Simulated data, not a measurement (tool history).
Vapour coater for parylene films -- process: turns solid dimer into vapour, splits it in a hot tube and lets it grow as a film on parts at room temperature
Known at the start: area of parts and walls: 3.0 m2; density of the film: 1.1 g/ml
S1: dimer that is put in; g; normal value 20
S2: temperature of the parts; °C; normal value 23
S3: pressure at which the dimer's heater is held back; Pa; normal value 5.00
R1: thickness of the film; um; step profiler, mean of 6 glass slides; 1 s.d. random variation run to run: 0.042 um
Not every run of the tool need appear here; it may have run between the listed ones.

run,hour,S1,S2,S3,R1
1,0.0,20,23,5.00,4.64
2,41.5,20,23,5.00,4.64
3,87.3,20,23,5.00,4.61
4,159.2,20,23,5.00,4.60
5,193.4,20,23,5.00,4.56
6,231.0,20,21,5.00,4.79
7,298.5,20,23,10.73,4.27
8,345.3,20,23,10.73,4.30
9,403.5,16,23,10.73,3.46
10,477.0,20,23,5.00,4.64
11,534.8,20,23,5.00,4.57
12,598.1,20,23,5.00,4.63
13,656.5,10,28,2.87,2.23
14,731.9,24,23,5.00,5.50
15,772.3,21,20,5.06,5.09
16,821.9,21,20,5.06,5.14
17,872.7,9,28,3.02,1.99
18,923.5,12,32,4.64,2.36
19,996.3,12,32,4.64,2.36
20,1064.5,12,17,5.25,3.08
21,1106.4,9,27,5.75,1.91
# hour 1158.0: trap's valve overhauled
22,1179.7,9,27,5.75,1.86

5 ways to go on from here, each from the tool as it stands after run 22. What would each give?
A,1244.0,22,35,2.78,?
B,1244.0,9,17,5.75,?
C,1244.0,24,23,11.40,?
D,1244.0,11,22,7.13,?
E,1244.0,32,26,2.10,?

run,R1
A,4.22
B,2.25
C,5.16
D,2.51
E,7.48
Take away the tool's hidden state, keep each run's random variation, and the runs would have read:
run,R1
A,4.22
B,2.25
C,5.16
D,2.51
E,7.49
